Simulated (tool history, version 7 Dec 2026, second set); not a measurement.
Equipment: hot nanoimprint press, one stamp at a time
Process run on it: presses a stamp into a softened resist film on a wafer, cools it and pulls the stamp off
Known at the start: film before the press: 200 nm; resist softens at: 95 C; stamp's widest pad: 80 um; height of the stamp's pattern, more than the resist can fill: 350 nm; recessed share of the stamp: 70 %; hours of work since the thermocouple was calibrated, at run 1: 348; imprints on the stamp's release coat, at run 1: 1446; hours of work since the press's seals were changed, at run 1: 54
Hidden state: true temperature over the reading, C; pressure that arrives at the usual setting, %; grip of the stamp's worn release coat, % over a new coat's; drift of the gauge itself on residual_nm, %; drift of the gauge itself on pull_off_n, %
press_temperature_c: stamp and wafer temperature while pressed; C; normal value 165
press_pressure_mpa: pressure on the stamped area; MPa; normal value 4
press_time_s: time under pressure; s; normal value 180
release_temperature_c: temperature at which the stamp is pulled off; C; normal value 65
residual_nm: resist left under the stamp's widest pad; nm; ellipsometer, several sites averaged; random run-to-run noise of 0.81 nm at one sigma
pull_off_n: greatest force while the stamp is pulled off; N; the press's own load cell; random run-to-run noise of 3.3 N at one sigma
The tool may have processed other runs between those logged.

run   hour  press_temperature_c  press_pressure_mpa  press_time_s  release_temperature_c  hours of work since the thermocouple was calibrated  imprints on the stamp's release coat  hours of work since the press's seals were changed  residual_nm  pull_off_n
  1      0                  165                   4           180                     65                                                  348                                  1446                                                  54        115.9         245
  2    4.6                  165                   4           180                     65                                                  350                                  1461                                                  56        114.6         245
  3   11.8                  165                   4           180                     65                                                  353                                  1484                                                  59        114.5         243
  4   15.8                  170                   4           180                     65                                                  355                                  1497                                                  61         91.1         248
  5   19.7                  170                   4           180                     65                                                  357                                  1510                                                  62         92.1         255
  6   25.5                  165                   4           180                     65                                                  359                                  1529                                                  65        116.9         257
  7   29.8                  165                   4           180                     71                                                  361                                  1543                                                  67        114.9         217
  8   37.9                  165                   4           180                     65                                                  365                                  1570                                                  70          116         256
  9   43.8                  165                   4           180                     65                                                  367                                  1589                                                  72          116         254
 10   48.7                  165                   4           180                     65                                                  369                                  1605                                                  75        114.7         251
 11   57.1                  165                   4           180                     65                                                  373                                  1632                                                  78        116.3         253
 12   66.4                  165                   4           180                     65                                                  377                                  1663                                                  82        115.3         262
 13   72.6                  165                   4           180                     65                                                  379                                  1683                                                  85        116.8         270
 14     80                  165                   4           180                     65                                                  382                                  1707                                                  88        116.3         265
 15   84.7                  165                   4           180                     53                                                  384                                  1722                                                  90        116.2         336
 16   93.4                  165                   4           180                     53                                                  388                                  1751                                                  93        116.2         353
 17   98.8                  153                   4           180                     63                                                  390                                  1768                                                  96        173.4         292
 18  104.9                  169                6.29           321                     63                                                  393                                  1788                                                  98         63.6         295
 19  110.3                  169                6.29           321                     63                                                  395                                  1806                                                 101         61.3         292
 20  117.1                  177                2.94           321                     56                                                  398                                  1828                                                 104         57.5         343
 21  124.5                  164                2.54           119                     71                                                  401                                  1852                                                 107        154.5         238
 22  131.1                  165                 3.5           180                     63                                                  404                                  1874                                                 109        122.2         290
 23  138.5                  165                 3.5           180                     63                                                  407                                  1898                                                 113        121.9         296
 24  143.7                  165                 3.5           180                     63                                                  409                                  1915                                                 115        122.1         298
 25    151                  165                   4           140                     65                                                  412                                  1939                                                 118        127.7         277
 26    155                  165                3.29           101                     65                                                  414                                  1952                                                 120        148.4         282
 27  162.9                  157                2.89           237                     72                                                  417                                  1978                                                 123        160.8         240
 28  170.9                  170                5.38           315                     64                                                  421                                  2004                                                 126         65.2         296
     179.6  -- plate thermocouple calibrated
 29  181.1                  157                5.38           212                     64                                                    1                                  2027                                                 129        133.1         287
 30  186.6                  165                 3.1           277                     65                                                    3                                  2045                                                 132        102.1         285

Below are 3 alternative next runs, each starting from the tool's condition after run 30. Predict each:
  A  192.6                  157                 3.1           277                     62                                                    6                                  2065                                                 134            ?           ?
  B  192.6                  154                   4           180                     65                                                    6                                  2065                                                 134            ?           ?
  C  192.6                  165                   4           200                     65                                                    6                                  2065                                                 134            ?           ?

run  residual_nm  pull_off_n
  A        144.8         293
  B        165.8         275
  C        105.4         271
Stripped of hidden state, with their random variation kept, the same runs would have yielded:
run  residual_nm  pull_off_n
  A        143.7         162
  B        164.8         153
  C        104.1         152
